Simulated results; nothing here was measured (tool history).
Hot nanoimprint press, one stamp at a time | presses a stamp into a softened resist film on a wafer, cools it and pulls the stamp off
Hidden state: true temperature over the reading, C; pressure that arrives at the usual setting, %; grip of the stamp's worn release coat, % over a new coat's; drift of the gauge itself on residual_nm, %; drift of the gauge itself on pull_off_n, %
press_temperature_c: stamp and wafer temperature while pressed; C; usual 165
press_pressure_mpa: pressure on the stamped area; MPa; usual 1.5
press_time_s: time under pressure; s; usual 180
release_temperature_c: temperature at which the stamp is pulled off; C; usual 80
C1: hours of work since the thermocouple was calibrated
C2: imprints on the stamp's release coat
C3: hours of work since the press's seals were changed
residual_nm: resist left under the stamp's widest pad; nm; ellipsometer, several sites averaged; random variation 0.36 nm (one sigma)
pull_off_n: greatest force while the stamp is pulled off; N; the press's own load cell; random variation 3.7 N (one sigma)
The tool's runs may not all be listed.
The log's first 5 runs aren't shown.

Run 6, hour 43.7: usual settings but press_temperature_c 174 C; C1 163; C2 2068; C3 98. Result: residual_nm 87.5 nm, pull_off_n 270 N.
Run 7, hour 58.7: usual settings but press_temperature_c 161 C; C1 169; C2 2107; C3 104. Result: residual_nm 146.1 nm, pull_off_n 268 N.
Run 8, hour 65: usual settings but press_temperature_c 161 C; C1 171; C2 2124; C3 107. Result: residual_nm 146.4 nm, pull_off_n 273 N.
Run 9, hour 73.6: usual settings but press_temperature_c 174 C; C1 175; C2 2147; C3 110. Result: residual_nm 87.7 nm, pull_off_n 274 N.
Run 10, hour 88.7: usual settings but press_temperature_c 174 C; C1 181; C2 2187; C3 116. Result: residual_nm 87.7 nm, pull_off_n 274 N.
At hour 102.6: stamp cleaned and given a new release coat.
Run 11, hour 107.8: usual settings but press_temperature_c 166 C; C1 186; C2 13; C3 122. Result: residual_nm 120.5 nm, pull_off_n 176 N.
Run 12, hour 115.7: usual settings but press_temperature_c 166 C; C1 189; C2 34; C3 125. Result: residual_nm 119.9 nm, pull_off_n 190 N.
Run 13, hour 122.7: usual settings but press_temperature_c 166 C; C1 192; C2 53; C3 127. Result: residual_nm 119.9 nm, pull_off_n 187 N.
Run 14, hour 136.3: usual settings; C1 198; C2 89; C3 133. Result: residual_nm 125.3 nm, pull_off_n 183 N.
Run 15, hour 144.3: usual settings but release_temperature_c 78 C; C1 201; C2 110; C3 136. Result: residual_nm 124.9 nm, pull_off_n 189 N.
Run 16, hour 151.7: usual settings but release_temperature_c 78 C; C1 204; C2 129; C3 139. Result: residual_nm 125.4 nm, pull_off_n 199 N.

Forecast run 17:
Run 17, hour 161.4: usual settings but press_temperature_c 162 C, press_pressure_mpa 1.02 MPa, press_time_s 232 s, release_temperature_c 85 C; C1 208; C2 155; C3 143. Result: residual_nm ?, pull_off_n ?.

residual_nm: 150 nm
pull_off_n: 171 N
Without the tool's hidden state the same run would have given residual_nm 147.3 nm, pull_off_n 164 N.
